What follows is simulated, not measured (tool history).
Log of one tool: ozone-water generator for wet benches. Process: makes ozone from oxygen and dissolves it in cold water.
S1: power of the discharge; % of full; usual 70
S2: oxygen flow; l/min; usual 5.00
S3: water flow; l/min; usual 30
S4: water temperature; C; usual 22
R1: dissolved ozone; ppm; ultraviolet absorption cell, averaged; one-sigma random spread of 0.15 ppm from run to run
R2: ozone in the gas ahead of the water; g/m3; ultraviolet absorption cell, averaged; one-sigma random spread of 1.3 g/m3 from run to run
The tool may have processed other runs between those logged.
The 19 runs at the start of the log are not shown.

run 20 hour=2040.0 | S1=48 S2=8.53 S3=30 S4=22 | R1=14.7 R2=143.6
run 21 hour=2155.3 | S1=48 S2=8.53 S3=30 S4=22 | R1=14.4 R2=144.3
run 22 hour=2230.1 | S1=70 S2=5.00 S3=30 S4=23 | R1=16.2 R2=219.5
run 23 hour=2340.0 | S1=66 S2=5.00 S3=20 S4=23 | R1=21.8 R2=211.7
run 24 hour=2438.4 | S1=66 S2=5.00 S3=20 S4=23 | R1=21.9 R2=211.3
run 25 hour=2570.4 | S1=66 S2=5.00 S3=20 S4=23 | R1=21.5 R2=213.4
run 26 hour=2715.3 | S1=66 S2=5.00 S3=20 S4=23 | R1=21.1 R2=210.2
run 27 hour=2836.5 | S1=66 S2=5.00 S3=20 S4=23 | R1=21.5 R2=209.0
run 28 hour=2964.0 | S1=74 S2=4.09 S3=31 S4=24 | R1=14.7 R2=240.5
run 29 hour=3068.3 | S1=74 S2=4.09 S3=31 S4=24 | R1=14.7 R2=240.0
run 30 hour=3195.2 | S1=74 S2=4.09 S3=31 S4=24 | R1=14.8 R2=242.4
run 31 hour=3313.3 | S1=89 S2=6.82 S3=28 S4=24 | R1=18.9 R2=208.7

Run 32 has not been measured yet. What should we expect?
run 32 hour=3471.9 | S1=89 S2=8.04 S3=21 S4=24 | R1=? R2=?

For run 32 the tool returned R1 23.4 ppm, R2 193.6 g/m3.
On a tool with no hidden condition, and with the same random variation, this run would have come out at R1 27.8 ppm, R2 221.7 g/m3.

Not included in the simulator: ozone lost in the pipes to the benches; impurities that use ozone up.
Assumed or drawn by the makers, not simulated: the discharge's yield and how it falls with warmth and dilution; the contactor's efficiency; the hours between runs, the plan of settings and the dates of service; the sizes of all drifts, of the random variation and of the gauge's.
